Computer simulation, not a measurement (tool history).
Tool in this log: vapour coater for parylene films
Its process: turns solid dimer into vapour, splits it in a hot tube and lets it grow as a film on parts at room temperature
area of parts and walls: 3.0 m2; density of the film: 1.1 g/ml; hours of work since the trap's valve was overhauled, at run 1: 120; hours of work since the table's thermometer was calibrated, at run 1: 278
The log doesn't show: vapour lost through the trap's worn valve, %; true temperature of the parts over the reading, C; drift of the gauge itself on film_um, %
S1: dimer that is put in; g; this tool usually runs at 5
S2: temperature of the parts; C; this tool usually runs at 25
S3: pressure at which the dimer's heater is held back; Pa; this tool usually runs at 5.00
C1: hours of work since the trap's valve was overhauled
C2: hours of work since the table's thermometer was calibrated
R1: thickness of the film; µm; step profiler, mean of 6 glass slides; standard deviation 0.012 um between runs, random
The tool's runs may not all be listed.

run,day,S1,S2,S3,C1,C2,R1
1,0.000,5,25,5.00,120,278,0.92
2,0.450,5,25,5.00,130,288,0.94
3,1.021,5,25,5.00,142,300,0.92
4,1.642,7,25,5.00,155,313,1.33
5,2.117,5,25,5.00,165,323,0.95
6,2.617,5,25,5.00,175,334,0.94
7,2.875,5,25,5.00,181,339,0.94
8,3.267,3,25,5.00,189,347,0.56
9,3.571,3,22,3.52,196,354,0.67
10,4.092,7,29,3.35,207,365,1.18
11,4.650,7,29,6.71,218,377,1.04
12,5.083,7,29,6.71,228,386,1.05
13,5.479,7,29,6.71,236,394,1.02
14,5.750,3,29,5.88,242,400,0.47

Predict each of these 4 candidate next runs independently; none follows another, all start after run 14:
A,6.312,5,25,3.18,254,412,?
B,6.312,5,32,9.90,254,412,?
C,6.312,8,29,2.33,254,412,?
D,6.312,2,22,10.64,254,412,?

run,R1
A,1.02
B,0.61
C,1.45
D,0.38
Without the tool's hidden state the same runs would have given:
run,R1
A,1.02
B,0.62
C,1.45
D,0.38

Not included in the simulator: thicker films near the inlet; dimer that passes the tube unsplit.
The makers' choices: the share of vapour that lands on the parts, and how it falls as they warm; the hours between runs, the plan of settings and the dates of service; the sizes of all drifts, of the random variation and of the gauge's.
